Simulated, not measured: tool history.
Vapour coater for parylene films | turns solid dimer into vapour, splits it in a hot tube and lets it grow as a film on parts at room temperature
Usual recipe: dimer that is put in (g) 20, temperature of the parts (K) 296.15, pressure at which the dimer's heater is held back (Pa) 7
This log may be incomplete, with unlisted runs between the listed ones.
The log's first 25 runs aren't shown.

run,day,dimer that is put in (g),temperature of the parts (K),pressure at which the dimer's heater is held back (Pa),hours of work since the trap's valve was overhauled,hours of work since the table's thermometer was calibrated,thickness of the film (um)
# day 32.646: trap's valve overhauled
26,34.467,16,296.15,7.78,24,459,4.36
27,36.421,31,292.15,7.78,49,485,10.3
28,37.5,8,290.15,4.84,63,499,2.99
29,39.412,20,296.15,10.56,88,524,5.3
30,40.242,8,291.15,6.46,99,535,2.76
31,41.625,22,295.15,3.82,117,553,6.53
# day 42.967: trap's valve overhauled, once more
32,43.367,20,294.15,2.95,5,573,7.44
33,44.771,28,294.15,5.4,24,591,10.13
34,46.762,12,294.15,5.4,50,617,4.32
35,48.608,20,296.15,9.95,74,642,6.24
36,49.471,11,296.15,5.71,85,653,3.57
37,50.758,11,296.15,5.71,102,670,3.52
38,51.771,11,296.15,5.71,115,683,3.5
39,53.333,11,293.15,7.65,135,703,3.95

Predict each of these 4 candidate next runs independently; none follows another, all start after run 39:
A,55.104,8,296.15,7,158,726,?
B,55.104,28,299.15,7.65,158,726,?
C,55.104,16,290.15,2.46,158,726,?
D,55.104,25,299.15,2.52,158,726,?

run,thickness of the film (um)
A,2.48
B,7.59
C,6.87
D,7.22
Without the tool's unlogged condition, the same runs would have read:
run,thickness of the film (um)
A,2.5
B,7.65
C,7.1
D,7.27
